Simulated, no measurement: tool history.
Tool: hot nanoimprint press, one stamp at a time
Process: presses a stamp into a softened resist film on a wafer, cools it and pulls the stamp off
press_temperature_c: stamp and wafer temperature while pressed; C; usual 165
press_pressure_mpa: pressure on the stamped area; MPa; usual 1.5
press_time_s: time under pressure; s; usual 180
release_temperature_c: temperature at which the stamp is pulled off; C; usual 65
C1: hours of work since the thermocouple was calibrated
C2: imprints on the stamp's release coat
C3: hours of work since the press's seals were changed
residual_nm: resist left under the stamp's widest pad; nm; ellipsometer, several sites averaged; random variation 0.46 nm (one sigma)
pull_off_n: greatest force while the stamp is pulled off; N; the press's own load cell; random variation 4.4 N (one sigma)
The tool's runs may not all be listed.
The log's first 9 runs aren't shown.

{"run": 10, "hour": 364.8, "press_temperature_c": 166, "press_pressure_mpa": 1.28, "press_time_s": 180, "release_temperature_c": 65, "C1": 22, "C2": 1554, "C3": 906, "residual_nm": 182.3, "pull_off_n": 290}
{"run": 11, "hour": 411.1, "press_temperature_c": 166, "press_pressure_mpa": 1.94, "press_time_s": 180, "release_temperature_c": 65, "C1": 43, "C2": 1630, "C3": 927, "residual_nm": 156.7, "pull_off_n": 293}
{"run": 12, "hour": 436.7, "press_temperature_c": 165, "press_pressure_mpa": 1.65, "press_time_s": 180, "release_temperature_c": 65, "C1": 54, "C2": 1672, "C3": 938, "residual_nm": 174.9, "pull_off_n": 288}
{"run": 13, "hour": 488.0, "press_temperature_c": 172, "press_pressure_mpa": 1.5, "press_time_s": 180, "release_temperature_c": 65, "C1": 77, "C2": 1756, "C3": 961, "residual_nm": 136.8, "pull_off_n": 297}
{"hour": 527.7, "done": "stamp cleaned and given a new release coat"}
{"run": 14, "hour": 545.8, "press_temperature_c": 172, "press_pressure_mpa": 1.5, "press_time_s": 180, "release_temperature_c": 65, "C1": 100, "C2": 30, "C3": 984, "residual_nm": 136.3, "pull_off_n": 222}
{"run": 15, "hour": 583.5, "press_temperature_c": 154, "press_pressure_mpa": 1.5, "press_time_s": 180, "release_temperature_c": 65, "C1": 117, "C2": 92, "C3": 1001, "residual_nm": 251.8, "pull_off_n": 222}
{"run": 16, "hour": 638.4, "press_temperature_c": 154, "press_pressure_mpa": 1.5, "press_time_s": 180, "release_temperature_c": 65, "C1": 142, "C2": 182, "C3": 1026, "residual_nm": 252.4, "pull_off_n": 226}
{"hour": 654.6, "done": "press's hydraulic seals changed and the load cell set to zero"}
{"run": 17, "hour": 675.1, "press_temperature_c": 154, "press_pressure_mpa": 1.5, "press_time_s": 180, "release_temperature_c": 65, "C1": 154, "C2": 229, "C3": 9, "residual_nm": 249.1, "pull_off_n": 223}
{"run": 18, "hour": 726.7, "press_temperature_c": 154, "press_pressure_mpa": 1.5, "press_time_s": 180, "release_temperature_c": 65, "C1": 177, "C2": 314, "C3": 32, "residual_nm": 249, "pull_off_n": 236}
{"run": 19, "hour": 781.6, "press_temperature_c": 165, "press_pressure_mpa": 1.71, "press_time_s": 264, "release_temperature_c": 59, "C1": 202, "C2": 404, "C3": 57, "residual_nm": 149.4, "pull_off_n": 257}
{"run": 20, "hour": 824.3, "press_temperature_c": 163, "press_pressure_mpa": 0.91, "press_time_s": 180, "release_temperature_c": 65, "C1": 221, "C2": 474, "C3": 76, "residual_nm": 223.9, "pull_off_n": 242}
{"run": 21, "hour": 867.8, "press_temperature_c": 163, "press_pressure_mpa": 0.91, "press_time_s": 180, "release_temperature_c": 65, "C1": 240, "C2": 545, "C3": 95, "residual_nm": 224.9, "pull_off_n": 243}
{"run": 22, "hour": 897.9, "press_temperature_c": 153, "press_pressure_mpa": 0.95, "press_time_s": 217, "release_temperature_c": 70, "C1": 254, "C2": 594, "C3": 108, "residual_nm": 267, "pull_off_n": 228}
{"run": 23, "hour": 923.1, "press_temperature_c": 165, "press_pressure_mpa": 0.93, "press_time_s": 236, "release_temperature_c": 65, "C1": 265, "C2": 636, "C3": 120, "residual_nm": 197.3, "pull_off_n": 252}
{"run": 24, "hour": 977.0, "press_temperature_c": 153, "press_pressure_mpa": 1.18, "press_time_s": 149, "release_temperature_c": 52, "C1": 289, "C2": 724, "C3": 144, "residual_nm": 271.2, "pull_off_n": 295}
{"hour": 1016.6, "done": "plate thermocouple calibrated"}
{"run": 25, "hour": 1032.9, "press_temperature_c": 153, "press_pressure_mpa": 1.22, "press_time_s": 149, "release_temperature_c": 52, "C1": 7, "C2": 811, "C3": 167, "residual_nm": 267, "pull_off_n": 298}
{"run": 26, "hour": 1087.7, "press_temperature_c": 153, "press_pressure_mpa": 1.22, "press_time_s": 149, "release_temperature_c": 52, "C1": 32, "C2": 901, "C3": 192, "residual_nm": 267.1, "pull_off_n": 303}
{"run": 27, "hour": 1113.6, "press_temperature_c": 171, "press_pressure_mpa": 1.05, "press_time_s": 209, "release_temperature_c": 54, "C1": 43, "C2": 943, "C3": 203, "residual_nm": 153, "pull_off_n": 302}
{"run": 28, "hour": 1138.0, "press_temperature_c": 171, "press_pressure_mpa": 1.05, "press_time_s": 165, "release_temperature_c": 54, "C1": 54, "C2": 983, "C3": 214, "residual_nm": 165.3, "pull_off_n": 308}
{"run": 29, "hour": 1183.2, "press_temperature_c": 171, "press_pressure_mpa": 1.05, "press_time_s": 165, "release_temperature_c": 54, "C1": 74, "C2": 1058, "C3": 234, "residual_nm": 165.2, "pull_off_n": 310}
{"run": 30, "hour": 1242.6, "press_temperature_c": 170, "press_pressure_mpa": 1.21, "press_time_s": 322, "release_temperature_c": 55, "C1": 101, "C2": 1155, "C3": 261, "residual_nm": 127.3, "pull_off_n": 314}

4 ways to go on from here, each from the tool as it stands after run 30. What would each give?
{"run": "A", "hour": 1286.8, "press_temperature_c": 165, "press_pressure_mpa": 1.5, "press_time_s": 146, "release_temperature_c": 65, "C1": 120, "C2": 1227, "C3": 280, "residual_nm": "?", "pull_off_n": "?"}
{"run": "B", "hour": 1286.8, "press_temperature_c": 170, "press_pressure_mpa": 1.21, "press_time_s": 328, "release_temperature_c": 55, "C1": 120, "C2": 1227, "C3": 280, "residual_nm": "?", "pull_off_n": "?"}
{"run": "C", "hour": 1286.8, "press_temperature_c": 165, "press_pressure_mpa": 1.5, "press_time_s": 149, "release_temperature_c": 65, "C1": 120, "C2": 1227, "C3": 280, "residual_nm": "?", "pull_off_n": "?"}
{"run": "D", "hour": 1286.8, "press_temperature_c": 166, "press_pressure_mpa": 1.25, "press_time_s": 322, "release_temperature_c": 55, "C1": 120, "C2": 1227, "C3": 280, "residual_nm": "?", "pull_off_n": "?"}

run=A residual_nm=189.2 pull_off_n=276
run=B residual_nm=126.5 pull_off_n=310
run=C residual_nm=188.2 pull_off_n=276
run=D residual_nm=150.7 pull_off_n=318
Without the tool's hidden state the same runs would have given:
run=A residual_nm=187.9 pull_off_n=218
run=B residual_nm=125.5 pull_off_n=245
run=C residual_nm=186.9 pull_off_n=218
run=D residual_nm=149.5 pull_off_n=251

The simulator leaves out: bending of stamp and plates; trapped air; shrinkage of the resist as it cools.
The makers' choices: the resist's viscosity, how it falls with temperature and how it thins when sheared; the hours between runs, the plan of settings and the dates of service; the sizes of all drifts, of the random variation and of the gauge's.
